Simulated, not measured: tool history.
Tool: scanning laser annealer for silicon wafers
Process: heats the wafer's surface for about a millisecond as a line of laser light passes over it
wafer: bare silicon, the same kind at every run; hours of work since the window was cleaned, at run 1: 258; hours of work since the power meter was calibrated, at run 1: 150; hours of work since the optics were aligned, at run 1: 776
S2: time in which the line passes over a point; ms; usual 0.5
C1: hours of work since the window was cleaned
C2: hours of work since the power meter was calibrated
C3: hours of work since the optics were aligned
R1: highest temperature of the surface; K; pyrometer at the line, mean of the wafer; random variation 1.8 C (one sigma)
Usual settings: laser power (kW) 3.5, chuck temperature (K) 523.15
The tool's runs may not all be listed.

run 1 hour=0 | laser_power_(kW)=3.5 S2=0.5 chuck_temperature_(K)=523.15 | C1=258 C2=150 C3=776 | R1=1247.15
run 2 hour=6.2 | laser_power_(kW)=3.5 S2=0.5 chuck_temperature_(K)=523.15 | C1=262 C2=154 C3=780 | R1=1246.15
run 3 hour=15.2 | laser_power_(kW)=3.5 S2=0.5 chuck_temperature_(K)=523.15 | C1=268 C2=160 C3=786 | R1=1245.15
run 4 hour=23.9 | laser_power_(kW)=3.5 S2=0.5 chuck_temperature_(K)=523.15 | C1=274 C2=165 C3=792 | R1=1244.15
run 5 hour=36.9 | laser_power_(kW)=3.5 S2=0.5 chuck_temperature_(K)=523.15 | C1=282 C2=174 C3=800 | R1=1243.15
run 6 hour=43.8 | laser_power_(kW)=3.5 S2=0.5 chuck_temperature_(K)=523.15 | C1=286 C2=178 C3=805 | R1=1242.15
run 7 hour=52.9 | laser_power_(kW)=3.471 S2=0.5 chuck_temperature_(K)=523.15 | C1=292 C2=184 C3=810 | R1=1237.15
run 8 hour=63.4 | laser_power_(kW)=3.5 S2=0.5 chuck_temperature_(K)=523.15 | C1=299 C2=191 C3=817 | R1=1246.15
run 9 hour=77.2 | laser_power_(kW)=3.5 S2=0.5 chuck_temperature_(K)=523.15 | C1=308 C2=200 C3=826 | R1=1244.15
-- hour=87.2 optics aligned, line set to its width
run 10 hour=89.6 | laser_power_(kW)=3.5 S2=0.5 chuck_temperature_(K)=523.15 | C1=313 C2=204 C3=2 | R1=1252.15
run 11 hour=100.8 | laser_power_(kW)=3.5 S2=0.5 chuck_temperature_(K)=523.15 | C1=320 C2=211 C3=9 | R1=1254.15
run 12 hour=111.7 | laser_power_(kW)=3.5 S2=0.5 chuck_temperature_(K)=523.15 | C1=327 C2=218 C3=16 | R1=1252.15
run 13 hour=118.4 | laser_power_(kW)=3.5 S2=0.5 chuck_temperature_(K)=523.15 | C1=331 C2=223 C3=20 | R1=1252.15
run 14 hour=127.1 | laser_power_(kW)=3.5 S2=0.5 chuck_temperature_(K)=523.15 | C1=337 C2=228 C3=26 | R1=1256.15
run 15 hour=140.3 | laser_power_(kW)=3.5 S2=0.5 chuck_temperature_(K)=523.15 | C1=345 C2=237 C3=34 | R1=1253.15
run 16 hour=154 | laser_power_(kW)=3.5 S2=0.5 chuck_temperature_(K)=523.15 | C1=354 C2=246 C3=43 | R1=1254.15
run 17 hour=160.6 | laser_power_(kW)=3.5 S2=0.5 chuck_temperature_(K)=523.15 | C1=358 C2=250 C3=47 | R1=1251.15
run 18 hour=169.9 | laser_power_(kW)=3.5 S2=0.5 chuck_temperature_(K)=523.15 | C1=364 C2=256 C3=53 | R1=1251.15
run 19 hour=181.2 | laser_power_(kW)=3.5 S2=0.5 chuck_temperature_(K)=523.15 | C1=372 C2=263 C3=60 | R1=1253.15
run 20 hour=193.9 | laser_power_(kW)=3.5 S2=0.5 chuck_temperature_(K)=523.15 | C1=380 C2=271 C3=69 | R1=1249.15
run 21 hour=207.9 | laser_power_(kW)=3.5 S2=0.5 chuck_temperature_(K)=523.15 | C1=389 C2=280 C3=78 | R1=1247.15
run 22 hour=216.6 | laser_power_(kW)=3.5 S2=0.5 chuck_temperature_(K)=523.15 | C1=394 C2=286 C3=83 | R1=1253.15
run 23 hour=226.3 | laser_power_(kW)=3.5 S2=0.5 chuck_temperature_(K)=523.15 | C1=401 C2=292 C3=89 | R1=1248.15
run 24 hour=237.8 | laser_power_(kW)=3.5 S2=0.5 chuck_temperature_(K)=523.15 | C1=408 C2=300 C3=97 | R1=1248.15
run 25 hour=247.2 | laser_power_(kW)=3.5 S2=0.5 chuck_temperature_(K)=523.15 | C1=414 C2=306 C3=103 | R1=1249.15
run 26 hour=260.6 | laser_power_(kW)=3.501 S2=0.488 chuck_temperature_(K)=484.15 | C1=423 C2=314 C3=112 | R1=1200.15
-- hour=264.3 laser's power meter calibrated
run 27 hour=274.2 | laser_power_(kW)=3.501 S2=0.463 chuck_temperature_(K)=499.15 | C1=430 C2=6 C3=118 | R1=1194.15
run 28 hour=282 | laser_power_(kW)=3.5 S2=0.384 chuck_temperature_(K)=502.15 | C1=435 C2=11 C3=123 | R1=1122.15
run 29 hour=292.7 | laser_power_(kW)=3.5 S2=0.595 chuck_temperature_(K)=523.15 | C1=441 C2=18 C3=130 | R1=1326.15
run 30 hour=300.5 | laser_power_(kW)=3.681 S2=0.5 chuck_temperature_(K)=523.15 | C1=446 C2=23 C3=135 | R1=1288.15
run 31 hour=308.2 | laser_power_(kW)=3.681 S2=0.603 chuck_temperature_(K)=523.15 | C1=451 C2=28 C3=140 | R1=1377.15
run 32 hour=320.2 | laser_power_(kW)=3.681 S2=0.603 chuck_temperature_(K)=523.15 | C1=459 C2=36 C3=148 | R1=1374.15
run 33 hour=332.3 | laser_power_(kW)=3.681 S2=0.552 chuck_temperature_(K)=499.15 | C1=467 C2=44 C3=156 | R1=1309.15
run 34 hour=339 | laser_power_(kW)=3.5 S2=0.523 chuck_temperature_(K)=495.15 | C1=471 C2=48 C3=160 | R1=1240.15
-- hour=344.8 laser's power meter calibrated, once more
run 35 hour=350.2 | laser_power_(kW)=3.5 S2=0.523 chuck_temperature_(K)=495.15 | C1=477 C2=3 C3=165 | R1=1238.15
run 36 hour=363.6 | laser_power_(kW)=3.5 S2=0.523 chuck_temperature_(K)=495.15 | C1=485 C2=12 C3=174 | R1=1237.15
run 37 hour=377.5 | laser_power_(kW)=3.5 S2=0.418 chuck_temperature_(K)=555.15 | C1=494 C2=21 C3=183 | R1=1207.15
run 38 hour=385.6 | laser_power_(kW)=3.5 S2=0.418 chuck_temperature_(K)=555.15 | C1=499 C2=26 C3=188 | R1=1209.15
run 39 hour=396.2 | laser_power_(kW)=3.817 S2=0.524 chuck_temperature_(K)=527.15 | C1=506 C2=33 C3=195 | R1=1348.15
run 40 hour=403.7 | laser_power_(kW)=3.817 S2=0.524 chuck_temperature_(K)=527.15 | C1=511 C2=38 C3=200 | R1=1347.15

How the hidden state differs across the entries between the runs, from the last listed run before each to the first after it:
Between runs 9 and 10: optics aligned, line set to its width (hour 87.2)
  light that passes the window, % of a clean one's: 99.05 -> 99.03; laser's true power over the reading, %: 0.26 -> 0.25; width of the line over the set one, %: 2.82 -> 0.16
  measured less the result without the state, R1: -17 -> -7 K
Between runs 26 and 27: laser's power meter calibrated (hour 264.3)
  light that passes the window, % of a clean one's: 98.69 -> 98.67; laser's true power over the reading, %: 0.16 -> 0.18; width of the line over the set one, %: 0.53 -> 0.55
  measured less the result without the state, R1: -12 -> -11 K
Between runs 34 and 35: laser's power meter calibrated, once more (hour 344.8)
  light that passes the window, % of a clean one's: 98.54 -> 98.52; laser's true power over the reading, %: 0.14 -> 0.24; width of the line over the set one, %: 0.69 -> 0.71
  measured less the result without the state, R1: -14 -> -14 K
